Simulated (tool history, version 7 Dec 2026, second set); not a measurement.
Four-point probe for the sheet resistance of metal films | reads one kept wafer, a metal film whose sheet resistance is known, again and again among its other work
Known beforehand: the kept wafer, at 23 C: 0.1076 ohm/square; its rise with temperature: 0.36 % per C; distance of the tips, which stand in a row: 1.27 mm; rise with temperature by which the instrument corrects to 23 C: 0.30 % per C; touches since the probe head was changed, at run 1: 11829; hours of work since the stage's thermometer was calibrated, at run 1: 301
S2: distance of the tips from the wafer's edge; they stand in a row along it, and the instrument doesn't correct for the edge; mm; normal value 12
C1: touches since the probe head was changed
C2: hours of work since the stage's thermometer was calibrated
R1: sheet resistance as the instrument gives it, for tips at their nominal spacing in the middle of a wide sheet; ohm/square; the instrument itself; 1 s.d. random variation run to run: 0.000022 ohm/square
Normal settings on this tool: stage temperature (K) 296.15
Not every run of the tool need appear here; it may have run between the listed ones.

Run 1, day 0: usual settings; C1 11829; C2 301. Result: R1 0.107461 ohm/square.
Run 2, day 0.75: usual settings; C1 12572; C2 314. Result: R1 0.107445 ohm/square.
Run 3, day 1.188: usual settings but S2 25 mm; C1 13009; C2 322. Result: R1 0.106914 ohm/square.
Run 4, day 1.625: usual settings but S2 25 mm; C1 13441; C2 329. Result: R1 0.106928 ohm/square.
Run 5, day 2.321: usual settings but S2 25 mm; C1 14134; C2 342. Result: R1 0.106928 ohm/square.
Run 6, day 2.796: usual settings but S2 25 mm; C1 14606; C2 350. Result: R1 0.106899 ohm/square.
Run 7, day 3.592: usual settings but S2 25 mm; C1 15394; C2 364. Result: R1 0.10693 ohm/square.
Run 8, day 4.362: usual settings; C1 16158; C2 378. Result: R1 0.107379 ohm/square.
Run 9, day 5.15: usual settings; C1 16942; C2 392. Result: R1 0.107347 ohm/square.
Run 10, day 6: usual settings but S2 4 mm; C1 17786; C2 407. Result: R1 0.112243 ohm/square.
Run 11, day 6.675: usual settings; C1 18458; C2 419. Result: R1 0.107347 ohm/square.
Run 12, day 7.217: usual settings but stage temperature (K) 294.15; C1 18994; C2 428. Result: R1 0.107211 ohm/square.
Run 13, day 7.729: usual settings; C1 19504; C2 438. Result: R1 0.107339 ohm/square.
Run 14, day 8.588: usual settings; C1 20353; C2 453. Result: R1 0.107331 ohm/square.
Run 15, day 9.521: usual settings; C1 21280; C2 469. Result: R1 0.107318 ohm/square.
Run 16, day 10.292: usual settings; C1 22045; C2 483. Result: R1 0.107323 ohm/square.
Run 17, day 10.721: usual settings but S2 19 mm; C1 22474; C2 491. Result: R1 0.106885 ohm/square.
Run 18, day 11.333: usual settings but stage temperature (K) 292.15; C1 23079; C2 501. Result: R1 0.107051 ohm/square.
Run 19, day 12.075: usual settings but stage temperature (K) 292.15; C1 23816; C2 514. Result: R1 0.107063 ohm/square.
Run 20, day 12.788: usual settings but stage temperature (K) 292.15; C1 24525; C2 527. Result: R1 0.107067 ohm/square.
Run 21, day 13.558: usual settings but stage temperature (K) 295.15; C1 25290; C2 541. Result: R1 0.107254 ohm/square.
Run 22, day 14.225: usual settings but stage temperature (K) 295.15; C1 25953; C2 553. Result: R1 0.107261 ohm/square.
Run 23, day 14.842: usual settings but stage temperature (K) 294.15; C1 26564; C2 563. Result: R1 0.107126 ohm/square.
Run 24, day 15.358: usual settings but stage temperature (K) 307.15, S2 44 mm; C1 27079; C2 573. Result: R1 0.107325 ohm/square.
Run 25, day 16.121: usual settings but stage temperature (K) 305.15, S2 11 mm; C1 27833; C2 586. Result: R1 0.107899 ohm/square.
Run 26, day 16.725: usual settings but S2 57 mm; C1 28435; C2 597. Result: R1 0.106674 ohm/square.
Run 27, day 17.388: usual settings but stage temperature (K) 302.15, S2 7 mm; C1 29090; C2 609. Result: R1 0.108805 ohm/square.
Run 28, day 17.983: usual settings but stage temperature (K) 302.15, S2 7 mm; C1 29684; C2 619. Result: R1 0.108827 ohm/square.
Run 29, day 18.788: usual settings but stage temperature (K) 306.15, S2 46 mm; C1 30483; C2 633. Result: R1 0.107268 ohm/square.
Run 30, day 19.567: usual settings but stage temperature (K) 306.15, S2 46 mm; C1 31255; C2 647. Result: R1 0.107222 ohm/square.
Run 31, day 20.438: usual settings but stage temperature (K) 301.15, S2 20 mm; C1 32119; C2 663. Result: R1 0.107143 ohm/square.
At day 20.529: stage's thermometer calibrated.
Run 32, day 20.938: usual settings but S2 17 mm; C1 32596; C2 7. Result: R1 0.106861 ohm/square.
Run 33, day 21.542: usual settings but stage temperature (K) 300.15, S2 4 mm; C1 33195; C2 18. Result: R1 0.112244 ohm/square.
Run 34, day 22.208: usual settings but stage temperature (K) 300.15, S2 4 mm; C1 33858; C2 30. Result: R1 0.112236 ohm/square.
Run 35, day 22.654: usual settings but stage temperature (K) 306.15, S2 28 mm; C1 34299; C2 38. Result: R1 0.10721 ohm/square.
Run 36, day 23.2: usual settings but stage temperature (K) 297.15, S2 36 mm; C1 34843; C2 47. Result: R1 0.106657 ohm/square.
Run 37, day 24.108: usual settings but S2 57 mm; C1 35742; C2 63. Result: R1 0.106538 ohm/square.
At day 24.608: stage's thermometer calibrated, once more.
Run 38, day 24.908: usual settings but S2 32 mm; C1 36519; C2 5. Result: R1 0.106686 ohm/square.
Run 39, day 25.738: usual settings but stage temperature (K) 295.15, S2 4 mm; C1 37340; C2 20. Result: R1 0.112049 ohm/square.
Run 40, day 26.258: usual settings but stage temperature (K) 295.15, S2 4 mm; C1 37859; C2 29. Result: R1 0.111995 ohm/square.
Run 41, day 27.058: usual settings but stage temperature (K) 305.15, S2 31 mm; C1 38652; C2 43. Result: R1 0.107186 ohm/square.
Run 42, day 27.671: usual settings but stage temperature (K) 295.15; C1 39262; C2 54. Result: R1 0.107147 ohm/square.
Run 43, day 28.296: usual settings but stage temperature (K) 295.15; C1 39882; C2 65. Result: R1 0.107152 ohm/square.
Run 44, day 28.738: usual settings but stage temperature (K) 294.15, S2 6 mm; C1 40321; C2 73. Result: R1 0.108959 ohm/square.

Here are 3 independent what-if runs from the current tool condition. What would each one return?
Run A, day 29.3: usual settings but stage temperature (K) 294.15, S2 9 mm; C1 40879; C2 83. Result: R1 ?.
Run B, day 29.3: usual settings but stage temperature (K) 301.15, S2 39 mm; C1 40879; C2 83. Result: R1 ?.
Run C, day 29.3: usual settings but stage temperature (K) 295.15, S2 18 mm; C1 40879; C2 83. Result: R1 ?.

run        R1
  A  0.107594
  B  0.106951
  C  0.106815
Stripped of hidden state, with their random variation kept, the same runs would have yielded:
run        R1
  A  0.108628
  B  0.107978
  C  0.107841

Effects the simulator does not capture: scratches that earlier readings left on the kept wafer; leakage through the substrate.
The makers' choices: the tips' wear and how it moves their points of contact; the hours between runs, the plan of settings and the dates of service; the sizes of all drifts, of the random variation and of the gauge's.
